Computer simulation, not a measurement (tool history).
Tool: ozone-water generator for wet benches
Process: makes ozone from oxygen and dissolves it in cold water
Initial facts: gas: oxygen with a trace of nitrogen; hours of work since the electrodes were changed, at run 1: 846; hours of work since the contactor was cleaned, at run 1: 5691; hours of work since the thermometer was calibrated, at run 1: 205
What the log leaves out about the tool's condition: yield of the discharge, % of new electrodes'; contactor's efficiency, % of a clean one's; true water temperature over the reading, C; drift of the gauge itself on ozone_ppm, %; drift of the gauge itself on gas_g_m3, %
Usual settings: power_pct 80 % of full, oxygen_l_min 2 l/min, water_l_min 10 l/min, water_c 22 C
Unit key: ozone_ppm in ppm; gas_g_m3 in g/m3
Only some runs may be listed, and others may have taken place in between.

run	hour	power_pct	oxygen_l_min	water_l_min	water_c	hours of work since the electrodes were changed	hours of work since the contactor was cleaned	hours of work since the thermometer was calibrated	ozone_ppm	gas_g_m3
1	0	80	2	10	22	846	5691	205	17.9	179.1
2	67.5	80	2	10	22	907	5751	265	17.8	176.7
3	158.8	80	2	9	22	988	5832	346	19.3	177.8
4	245.1	80	1.48	9	22	1064	5909	423	17.8	196.1
5	337.5	80	2	10	22	1147	5991	505	18	178.5
6	388.7	80	1.11	10	22	1192	6037	551	14.6	215.7
7	461.9	80	1.11	10	22	1257	6102	616	14.9	217.6
8	545.7	80	1.11	10	22	1332	6176	690	14.6	216.7
9	588.8	80	2	7	22	1370	6215	729	22.9	179.3
10	679.1	80	2	7	22	1450	6295	809	23.1	179

The next listed run, before its measurement:
11	741.4	80	2	7	16	1506	6350	864	?	?

For run 11 the tool returned ozone_ppm 25.3 ppm, gas_g_m3 178.4 g/m3.
With the hidden condition absent and the run-to-run variation left alone, this run would have shown ozone_ppm 25.3 ppm, gas_g_m3 177 g/m3.
